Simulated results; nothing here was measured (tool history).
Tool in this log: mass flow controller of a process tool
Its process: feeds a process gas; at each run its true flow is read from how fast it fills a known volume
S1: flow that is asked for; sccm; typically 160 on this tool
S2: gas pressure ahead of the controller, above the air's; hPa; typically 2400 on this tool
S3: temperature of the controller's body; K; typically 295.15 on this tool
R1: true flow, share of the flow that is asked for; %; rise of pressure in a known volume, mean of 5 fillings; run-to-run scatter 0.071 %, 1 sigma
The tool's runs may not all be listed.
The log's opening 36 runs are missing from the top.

run	hour	S1	S2	S3	R1
37	7909.4	26	1960	300.15	103.87
38	8156.7	26	1960	300.15	104.1
39	8378.4	160	1850	307.15	104.01
40	8631.4	45	1590	293.15	102.4
41	8928.8	76	2400	306.15	103.88
42	9174.1	114	1490	307.15	103.62
43	9364.8	32	1990	297.15	104.29
44	9491.5	32	1990	297.15	104.33
45	9710.3	32	1990	297.15	104.59
46	9922.9	108	2420	294.15	103.11
47	10213	160	1470	302.15	103.62

Here are 5 independent what-if runs from the current tool condition. What would each one return?
A	10403.8	29	2400	302.15	?
B	10403.8	160	2310	306.15	?
C	10403.8	49	1470	312.15	?
D	10403.8	54	2400	305.15	?
E	10403.8	160	2570	294.15	?

run	R1
A	105.84
B	104.72
C	104.92
D	104.81
E	103.72
Without the tool's unlogged condition, the same runs would have read:
run	R1
A	98.47
B	100.53
C	99.13
D	99.24
E	99.52
